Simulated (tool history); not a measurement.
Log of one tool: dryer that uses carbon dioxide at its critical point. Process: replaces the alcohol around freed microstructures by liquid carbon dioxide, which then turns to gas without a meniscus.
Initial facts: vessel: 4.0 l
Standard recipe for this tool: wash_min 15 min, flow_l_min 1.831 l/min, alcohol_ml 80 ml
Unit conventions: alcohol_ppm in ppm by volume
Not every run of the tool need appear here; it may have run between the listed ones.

run,hour,wash_min,flow_l_min,alcohol_ml,alcohol_ppm
1,0,15,1.831,80,89
2,5,15,1.831,80,88
3,9.9,15,1.831,80,92
4,13.8,15,2.99,80,12
5,18.9,15,2.99,80,11
6,25.3,15,2.99,80,11
7,29.1,15,1.25,80,471
8,35.7,18,1.27,80,220
9,40,15,1.831,63,66
10,44,15,1.831,63,79
11,52.1,10,1.831,23,153

What if the next run were any one of these 3? Each begins from the tool's condition after run 11:
A,58,10,1.87,23,?
B,58,17,1.61,69,?
C,58,19,2.76,80,?

run,alcohol_ppm
A,152
B,85
C,26
With the hidden condition removed and each run's random variation left untouched, the same runs would have given:
run,alcohol_ppm
A,99
B,45
C,13

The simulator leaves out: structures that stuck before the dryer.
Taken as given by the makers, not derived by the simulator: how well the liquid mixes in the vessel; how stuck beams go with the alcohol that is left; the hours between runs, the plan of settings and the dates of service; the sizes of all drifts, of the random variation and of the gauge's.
